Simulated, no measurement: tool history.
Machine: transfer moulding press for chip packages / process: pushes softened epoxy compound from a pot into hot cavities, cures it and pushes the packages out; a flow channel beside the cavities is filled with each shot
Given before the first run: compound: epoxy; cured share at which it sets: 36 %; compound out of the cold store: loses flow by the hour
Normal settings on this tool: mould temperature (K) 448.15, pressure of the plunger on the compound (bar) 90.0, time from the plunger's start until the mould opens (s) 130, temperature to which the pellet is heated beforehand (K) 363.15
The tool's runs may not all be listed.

| run | day | mould temperature (K) | pressure of the plunger on the compound (bar) | time from the plunger's start until the mould opens (s) | temperature to which the pellet is heated beforehand (K) | incoming compound's hours out of the cold store | length that the compound runs in the flow channel (mm) | greatest force on the pins that push the packages out (N) |
|---|---|---|---|---|---|---|---|---|
| 1 | 0.000 | 448.15 | 90.0 | 130 | 363.15 | 33.3 | 904 | 386 |
|  | 0.288 | cavities cleaned with cleaning compound and waxed |
| 2 | 0.529 | 453.15 | 90.0 | 130 | 363.15 | 22.0 | 935 | 439 |
| 3 | 0.867 | 453.15 | 90.0 | 130 | 363.15 | 25.5 | 918 | 449 |
|  | 1.279 | cavities cleaned with cleaning compound and waxed, once more |
| 4 | 1.412 | 453.15 | 90.0 | 130 | 363.15 | 39.3 | 866 | 285 |
| 5 | 1.729 | 449.15 | 90.0 | 130 | 363.15 | 24.3 | 935 | 299 |
| 6 | 2.358 | 456.15 | 90.0 | 130 | 363.15 | 18.2 | 939 | 340 |
| 7 | 2.692 | 448.15 | 102.6 | 130 | 363.15 | 48.0 | 901 | 345 |
| 8 | 2.967 | 448.15 | 102.6 | 130 | 363.15 | 20.6 | 1016 | 363 |
| 9 | 3.238 | 448.15 | 102.6 | 130 | 363.15 | 23.4 | 1003 | 367 |
| 10 | 3.629 | 448.15 | 102.6 | 130 | 363.15 | 36.4 | 944 | 381 |
|  | 4.029 | cavities cleaned with cleaning compound and waxed |
| 11 | 4.283 | 448.15 | 102.6 | 130 | 363.15 | 19.5 | 1020 | 296 |
| 12 | 4.821 | 448.15 | 90.0 | 130 | 363.15 | 47.3 | 846 | 327 |
| 13 | 5.179 | 448.15 | 90.0 | 130 | 363.15 | 9.2 | 999 | 338 |
| 14 | 5.675 | 448.15 | 90.0 | 130 | 363.15 | 23.7 | 935 | 377 |
| 15 | 6.275 | 448.15 | 90.0 | 130 | 363.15 | 9.3 | 999 | 385 |
|  | 6.758 | cavities cleaned with cleaning compound and waxed |
| 16 | 6.812 | 446.15 | 90.0 | 130 | 363.15 | 47.7 | 846 | 299 |
| 17 | 7.142 | 446.15 | 107.4 | 113 | 370.15 | 16.0 | 1063 | 352 |
| 18 | 7.588 | 446.15 | 107.4 | 113 | 370.15 | 36.0 | 972 | 362 |
| 19 | 8.171 | 448.15 | 76.0 | 167 | 359.15 | 26.2 | 848 | 329 |
| 20 | 8.496 | 448.15 | 76.0 | 167 | 359.15 | 14.1 | 895 | 349 |
| 21 | 9.117 | 455.15 | 99.7 | 121 | 363.15 | 33.1 | 920 | 361 |
| 22 | 9.388 | 455.15 | 99.7 | 121 | 363.15 | 37.2 | 904 | 385 |
|  | 9.542 | cavities cleaned with cleaning compound and waxed |
| 23 | 9.817 | 455.15 | 99.7 | 121 | 363.15 | 36.3 | 909 | 289 |
| 24 | 10.258 | 455.15 | 99.7 | 121 | 363.15 | 29.6 | 932 | 317 |
| 25 | 10.833 | 446.15 | 99.7 | 114 | 361.15 | 21.2 | 995 | 412 |
|  | 11.096 | plunger's sealing rings changed |
| 26 | 11.425 | 450.15 | 93.1 | 169 | 355.15 | 46.8 | 867 | 349 |
| 27 | 11.912 | 450.15 | 93.1 | 158 | 355.15 | 43.8 | 876 | 369 |
|  | 12.412 | cavities cleaned with cleaning compound and waxed |
| 28 | 12.462 | 450.15 | 76.3 | 158 | 355.15 | 14.2 | 905 | 277 |
| 29 | 12.833 | 450.15 | 76.3 | 158 | 355.15 | 23.5 | 865 | 290 |

Alternative continuations, all from the tool just after run 29; predict every row:
| A | 13.125 | 447.15 | 90.0 | 135 | 362.15 | 17.4 | ? | ? |
| B | 13.125 | 455.15 | 91.7 | 139 | 355.15 | 14.5 | ? | ? |
| C | 13.125 | 453.15 | 76.0 | 158 | 355.15 | 13.6 | ? | ? |

| run | length that the compound runs in the flow channel (mm) | greatest force on the pins that push the packages out (N) |
|---|---|---|
| A | 978 | 314 |
| B | 976 | 303 |
| C | 897 | 295 |
The same runs, with their run-to-run variation unchanged, on a tool lacking any hidden condition would have given:
| run | length that the compound runs in the flow channel (mm) | greatest force on the pins that push the packages out (N) |
|---|---|---|
| A | 983 | 271 |
| B | 981 | 260 |
| C | 901 | 253 |
